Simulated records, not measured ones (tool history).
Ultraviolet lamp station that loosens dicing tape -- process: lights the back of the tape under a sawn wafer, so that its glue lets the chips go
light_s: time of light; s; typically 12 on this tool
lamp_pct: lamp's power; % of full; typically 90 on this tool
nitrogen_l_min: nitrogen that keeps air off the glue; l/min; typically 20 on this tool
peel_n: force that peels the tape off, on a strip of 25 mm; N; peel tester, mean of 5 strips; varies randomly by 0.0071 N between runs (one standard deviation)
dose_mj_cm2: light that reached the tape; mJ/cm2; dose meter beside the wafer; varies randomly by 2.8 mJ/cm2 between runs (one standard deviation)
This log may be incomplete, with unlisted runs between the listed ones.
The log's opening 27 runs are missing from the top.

run   hour  light_s  lamp_pct  nitrogen_l_min  peel_n  dose_mj_cm2
 28  308.9       15        92              27   0.222          417
 29  324.4       13        95              20   0.259          377
 30  339.5       19        95              21   0.213          543
 31  346.9        7        95              16   0.741          202
 32  355.6        7        83              16   0.867          180
 33  362.6        7        90              33   0.526          188
 34  370.2       23        90              20   0.199          617
 35  384.2        8        90              20   0.565          215
 36  392.6       14        65              20   0.402          274

For run 37, what comes out?
     402.3  -- window cleaned of glue's vapour
 37  402.3       12        66              38       ?            ?

{"run 37": {"peel_n": 0.278, "dose_mj_cm2": 275}}
Were there no unlogged condition in the tool, this run, its random variation unchanged, would have produced peel_n 0.264 N, dose_mj_cm2 289 mJ/cm2.

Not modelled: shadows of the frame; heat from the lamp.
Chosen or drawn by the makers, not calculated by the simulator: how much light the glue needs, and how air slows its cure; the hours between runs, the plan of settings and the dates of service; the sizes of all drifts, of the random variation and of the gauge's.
